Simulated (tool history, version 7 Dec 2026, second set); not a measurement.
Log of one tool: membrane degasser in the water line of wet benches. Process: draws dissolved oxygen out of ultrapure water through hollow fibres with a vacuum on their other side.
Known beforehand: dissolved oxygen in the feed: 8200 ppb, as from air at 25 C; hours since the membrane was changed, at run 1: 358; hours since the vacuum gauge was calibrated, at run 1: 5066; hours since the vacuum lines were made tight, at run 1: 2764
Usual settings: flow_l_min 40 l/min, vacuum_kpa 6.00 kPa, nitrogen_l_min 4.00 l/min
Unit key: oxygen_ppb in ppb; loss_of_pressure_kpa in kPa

run     day  flow_l_min  vacuum_kpa  nitrogen_l_min  hours since the membrane was changed  hours since the vacuum gauge was calibrated  hours since the vacuum lines were made tight  oxygen_ppb  loss_of_pressure_kpa
  1   0.000          40        6.00            4.00                                   358                                         5066                                          2764       112.8                 66.03
  2   2.138          36        6.00            4.00                                   409                                         5117                                          2815        89.4                 59.57
  3   4.442          36        6.00            4.00                                   464                                         5172                                          2870        90.1                 59.75
  4   5.575          36        6.00            4.00                                   492                                         5199                                          2897        88.0                 59.72
  5   7.079          31        6.00            4.00                                   528                                         5236                                          2933        68.0                 51.14
  6   9.312          31        4.62            4.00                                   581                                         5289                                          2987        42.0                 50.89
  7  11.238          31        4.62            4.00                                   628                                         5335                                          3033        41.4                 51.16
  8  12.800          31        8.73            4.00                                   665                                         5373                                          3071       117.9                 51.36
  9  14.650          40        6.00            4.00                                   709                                         5417                                          3115       113.5                 66.06
 10  15.858          38        6.00            4.00                                   738                                         5446                                          3144       103.2                 62.80
 11  17.388          24        6.00            4.00                                   775                                         5483                                          3181        44.8                 40.00
 12  19.358          24        6.00            4.00                                   822                                         5530                                          3228        45.4                 39.81
 13  21.550          24        6.00            4.00                                   875                                         5583                                          3281        46.3                 39.98
 14  23.050          40        6.00            4.00                                   911                                         5619                                          3317       114.0                 66.33
 15  25.117          25        6.00            4.00                                   961                                         5668                                          3366        48.4                 41.49
 16  26.338          25        6.00            4.00                                   990                                         5698                                          3396        48.3                 41.25
 17  27.625          25        6.00            4.00                                  1021                                         5729                                          3426        47.5                 41.86
 18  29.221          62        6.00            9.61                                  1059                                         5767                                          3465       269.2                102.76
 19  31.242          62        6.00            9.61                                  1108                                         5816                                          3513       270.2                103.03
 20  32.958          28        6.00            6.66                                  1149                                         5857                                          3555        38.5                 46.76
 21  35.388          48        5.73           11.37                                  1207                                         5915                                          3613       123.1                 79.60
 22  37.188          40        8.33            8.55                                  1250                                         5958                                          3656       108.6                 66.47
 23  39.350          40        6.00            2.19                                  1302                                         6010                                          3708       164.6                 66.55
 24  40.375          40        6.00            2.19                                  1327                                         6035                                          3733       166.3                 66.46
 25  42.054          40        6.00            2.19                                  1367                                         6075                                          3773       164.2                 66.58
 26  43.788          40        6.00            2.99                                  1409                                         6117                                          3814       136.4                 67.06
 27  45.338          40        6.00            2.99                                  1446                                         6154                                          3852       139.2                 66.71
 28  47.208          40        6.00            3.40                                  1491                                         6199                                          3897       126.2                 66.95
 29  49.629          35       12.05           10.79                                  1549                                         6257                                          3955        96.8                 58.46
 30  50.917          35       12.05           10.79                                  1580                                         6288                                          3986        98.1                 58.51
 31  53.325          44       10.12            9.32                                  1638                                         6345                                          4043       149.6                 73.57
 32  55.621          40        4.09           11.35                                  1693                                         6401                                          4098        56.3                 66.69

3 options for the next run, each taken on its own from the tool as it stands now. Forecast them:
  A  56.958          47        7.93            4.38                                  1725                                         6433                                          4131           ?                     ?
  B  56.958          34        7.62            4.14                                  1725                                         6433                                          4131           ?                     ?
  C  56.958          58        4.09           11.35                                  1725                                         6433                                          4131           ?                     ?

run  oxygen_ppb  loss_of_pressure_kpa
  A       211.8                 78.73
  B       111.1                 56.87
  C       199.7                 96.94
With the hidden condition removed and each run's random variation left untouched, the same runs would have given:
run  oxygen_ppb  loss_of_pressure_kpa
  A       200.5                 77.38
  B       105.2                 55.89
  C       185.7                 95.28
